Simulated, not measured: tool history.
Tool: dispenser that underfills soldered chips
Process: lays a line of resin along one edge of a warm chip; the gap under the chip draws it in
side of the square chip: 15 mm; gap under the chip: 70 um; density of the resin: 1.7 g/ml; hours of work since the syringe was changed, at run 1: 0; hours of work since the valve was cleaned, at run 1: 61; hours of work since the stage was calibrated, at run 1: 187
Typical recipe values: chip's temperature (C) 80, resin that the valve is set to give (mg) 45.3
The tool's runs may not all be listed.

| run | hour | chip's temperature (C) | resin that the valve is set to give (mg) | hours of work since the syringe was changed | hours of work since the valve was cleaned | hours of work since the stage was calibrated | time until the resin shows at the far edge (s) | resin that the valve gave (mg) |
|---|---|---|---|---|---|---|---|---|
| 1 | 0.0 | 80 | 45.3 | 0 | 61 | 187 | 192.8 | 43.93 |
| 2 | 2.8 | 67 | 45.3 | 2 | 64 | 189 | 348.3 | 43.91 |
|  | 7.2 | new syringe of resin |
| 3 | 7.4 | 67 | 45.3 | 0 | 67 | 192 | 297.7 | 44.04 |
| 4 | 13.7 | 80 | 48.2 | 5 | 72 | 197 | 260.4 | 46.81 |
|  | 14.9 | new syringe of resin |
| 5 | 16.8 | 68 | 45.3 | 2 | 74 | 200 | 313.9 | 43.86 |
| 6 | 19.7 | 80 | 45.3 | 4 | 76 | 202 | 242.3 | 43.60 |
|  | 22.3 | new syringe of resin |
| 7 | 24.0 | 80 | 45.6 | 1 | 79 | 205 | 198.2 | 43.78 |
| 8 | 29.1 | 78 | 45.3 | 5 | 83 | 209 | 281.6 | 43.31 |
|  | 30.0 | new syringe of resin |
| 9 | 33.9 | 80 | 45.3 | 3 | 87 | 212 | 225.6 | 43.43 |
|  | 37.9 | new syringe of resin |
| 10 | 39.0 | 80 | 45.3 | 1 | 91 | 216 | 193.1 | 43.22 |
|  | 45.6 | new syringe of resin |
| 11 | 45.6 | 80 | 45.3 | 0 | 96 | 221 | 183.8 | 43.37 |
| 12 | 50.2 | 80 | 45.3 | 4 | 99 | 225 | 232.6 | 43.08 |
|  | 53.1 | new syringe of resin |
| 13 | 55.1 | 80 | 45.3 | 2 | 103 | 228 | 206.0 | 43.08 |
|  | 60.6 | new syringe of resin |
| 14 | 60.6 | 80 | 45.3 | 0 | 107 | 232 | 182.0 | 42.99 |
| 15 | 64.3 | 80 | 49.3 | 3 | 110 | 235 | 218.3 | 46.77 |
| 16 | 67.6 | 80 | 49.3 | 5 | 112 | 238 | 261.3 | 46.72 |
|  | 68.5 | new syringe of resin |
| 17 | 72.9 | 80 | 49.3 | 3 | 116 | 242 | 235.5 | 46.46 |
|  | 76.1 | new syringe of resin |
| 18 | 78.6 | 80 | 49.5 | 2 | 121 | 246 | 206.4 | 46.53 |
|  | 83.8 | new syringe of resin |
| 19 | 85.4 | 80 | 49.5 | 1 | 126 | 251 | 199.2 | 46.31 |
| 20 | 89.1 | 72 | 56.8 | 4 | 129 | 254 | 314.2 | 53.19 |
|  | 91.7 | dispensing valve cleaned and set on the balance |
|  | 92.3 | new syringe of resin |
| 21 | 94.1 | 86 | 39.8 | 1 | 2 | 257 | 169.7 | 39.83 |
|  | 99.8 | new syringe of resin |
| 22 | 100.2 | 86 | 39.8 | 0 | 6 | 261 | 156.6 | 39.88 |
|  | 107.3 | new syringe of resin |
| 23 | 107.3 | 68 | 40.1 | 0 | 12 | 267 | 279.8 | 39.91 |
| 24 | 112.6 | 91 | 51.4 | 4 | 16 | 271 | 166.9 | 51.22 |
|  | 114.8 | new syringe of resin |
| 25 | 118.6 | 66 | 43.3 | 3 | 20 | 275 | 358.9 | 42.85 |
| 26 | 121.7 | 66 | 43.3 | 5 | 23 | 278 | 427.5 | 42.70 |
|  | 122.5 | new syringe of resin |
| 27 | 126.9 | 85 | 46.7 | 3 | 26 | 282 | 191.2 | 46.08 |
|  | 130.4 | new syringe of resin |
| 28 | 131.9 | 85 | 46.7 | 1 | 30 | 285 | 161.6 | 46.22 |

Run 29 has not been measured yet. What should we expect?
| 29 | 135.7 | 79 | 41.9 | 4 | 33 | 288 | ? | ? |

Run 29 yielded time until the resin shows at the far edge (s) 244.5, resin that the valve gave (mg) 41.17.
Were there no unlogged condition in the tool, this run, its random variation unchanged, would have produced time until the resin shows at the far edge (s) 199.8, resin that the valve gave (mg) 41.73.
